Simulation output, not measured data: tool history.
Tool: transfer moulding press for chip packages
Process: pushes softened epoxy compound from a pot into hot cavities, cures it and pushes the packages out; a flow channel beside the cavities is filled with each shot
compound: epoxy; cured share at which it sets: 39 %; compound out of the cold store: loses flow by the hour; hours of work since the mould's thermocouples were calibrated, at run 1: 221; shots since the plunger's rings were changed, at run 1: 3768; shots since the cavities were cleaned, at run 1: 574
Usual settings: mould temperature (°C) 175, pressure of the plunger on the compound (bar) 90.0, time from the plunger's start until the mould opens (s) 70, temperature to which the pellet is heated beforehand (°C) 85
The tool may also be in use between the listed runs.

run   hour  mould temperature (°C)  pressure of the plunger on the compound (bar)  time from the plunger's start until the mould opens (s)  temperature to which the pellet is heated beforehand (°C)  hours of work since the mould's thermocouples were calibrated  shots since the plunger's rings were changed  shots since the cavities were cleaned  incoming compound's hours out of the cold store  length that the compound runs in the flow channel (mm)  greatest force on the pins that push the packages out (N)
  1    0.0                     175                                           90.0                                                       70                                                         85                                                            221                                          3768                                    574                                             34.6                                                     483                                                        676
  2    7.2                     175                                           90.0                                                       70                                                         85                                                            227                                          3904                                    710                                             46.9                                                     470                                                        699
  3   14.3                     175                                           90.0                                                       70                                                         85                                                            232                                          4039                                    845                                             47.6                                                     455                                                        684
  4   23.3                     175                                           90.0                                                       70                                                         93                                                            239                                          4208                                   1014                                             45.6                                                     467                                                        694
      33.6  -- cavities cleaned with cleaning compound and waxed
  5   39.2                     175                                           90.0                                                       70                                                         93                                                            249                                          4480                                    106                                             34.9                                                     472                                                        751
  6   53.5                     175                                           90.0                                                       91                                                         85                                                            260                                          4751                                    377                                             36.7                                                     466                                                        448
  7   63.4                     175                                           90.0                                                       91                                                         85                                                            267                                          4939                                    565                                             34.5                                                     476                                                        447
  8   70.8                     175                                           90.0                                                       91                                                         85                                                            273                                          5078                                    704                                             44.8                                                     460                                                        467
  9   79.0                     175                                           90.0                                                       72                                                         85                                                            279                                          5233                                    859                                             22.8                                                     471                                                        728
 10   86.1                     175                                           90.0                                                       72                                                         85                                                            284                                          5366                                    992                                             22.0                                                     483                                                        715
      91.4  -- cavities cleaned with cleaning compound and waxed, once more
 11   95.7                     175                                           90.0                                                       72                                                         85                                                            290                                          5520                                     81                                             42.3                                                     453                                                        430
 12  107.5                     175                                           90.0                                                       72                                                         85                                                            299                                          5743                                    304                                             28.7                                                     466                                                        563
 13  117.0                     175                                           90.0                                                       70                                                         85                                                            306                                          5923                                    484                                             28.4                                                     467                                                        658
 14  128.4                     176                                           90.0                                                       64                                                         85                                                            314                                          6139                                    700                                             11.1                                                     477                                                        892
 15  137.0                     173                                           90.0                                                       70                                                         85                                                            321                                          6301                                    862                                             21.6                                                     468                                                        824
 16  149.9                     175                                           72.8                                                       70                                                         85                                                            330                                          6544                                   1105                                             22.9                                                     425                                                        743
     155.9  -- cavities cleaned with cleaning compound and waxed
 17  165.7                     175                                           72.8                                                       70                                                         85                                                            341                                          6815                                    186                                             12.0                                                     438                                                        567
     174.7  -- plunger's sealing rings changed
 18  178.2                     175                                           72.8                                                       70                                                         85                                                            348                                            67                                    375                                             21.4                                                     462                                                        637
 19  186.3                     175                                          101.9                                                       58                                                         85                                                            355                                           220                                    528                                             24.5                                                     554                                                       1131
 20  194.8                     178                                           95.2                                                       70                                                         75                                                            361                                           380                                    688                                             37.6                                                     508                                                        590
 21  209.1                     178                                           95.2                                                       70                                                         75                                                            371                                           651                                    959                                             13.6                                                     528                                                        627
     223.2  -- cavities cleaned with cleaning compound and waxed
 22  225.4                     178                                           95.2                                                       70                                                         75                                                            382                                           929                                     41                                             34.2                                                     508                                                        393
 23  232.8                     178                                           95.2                                                       70                                                         88                                                            388                                          1069                                    181                                             31.7                                                     510                                                        433
 24  241.3                     182                                           80.4                                                       55                                                         85                                                            394                                          1231                                    343                                             11.9                                                     476                                                        813
 25  252.9                     182                                           80.4                                                       55                                                         87                                                            403                                          1449                                    561                                             28.2                                                     468                                                        835
 26  263.0                     175                                           90.0                                                       71                                                         76                                                            410                                          1642                                    754                                             16.9                                                     521                                                        703

Forecast each of these 3 alternatives for the next run:
  A  270.9                     177                                           90.0                                                       71                                                         76                                                            416                                          1790                                    902                                             22.2                                                       ?                                                          ?
  B  270.9                     175                                           78.1                                                       70                                                         85                                                            416                                          1790                                    902                                             44.3                                                       ?                                                          ?
  C  270.9                     175                                           90.0                                                       95                                                         88                                                            416                                          1790                                    902                                             19.5                                                       ?                                                          ?

run  length that the compound runs in the flow channel (mm)  greatest force on the pins that push the packages out (N)
  A                                                     493                                                        640
  B                                                     449                                                        680
  C                                                     501                                                        396
Without the tool's hidden state the same runs would have given:
run  length that the compound runs in the flow channel (mm)  greatest force on the pins that push the packages out (N)
  A                                                     507                                                        383
  B                                                     461                                                        409
  C                                                     515                                                        229
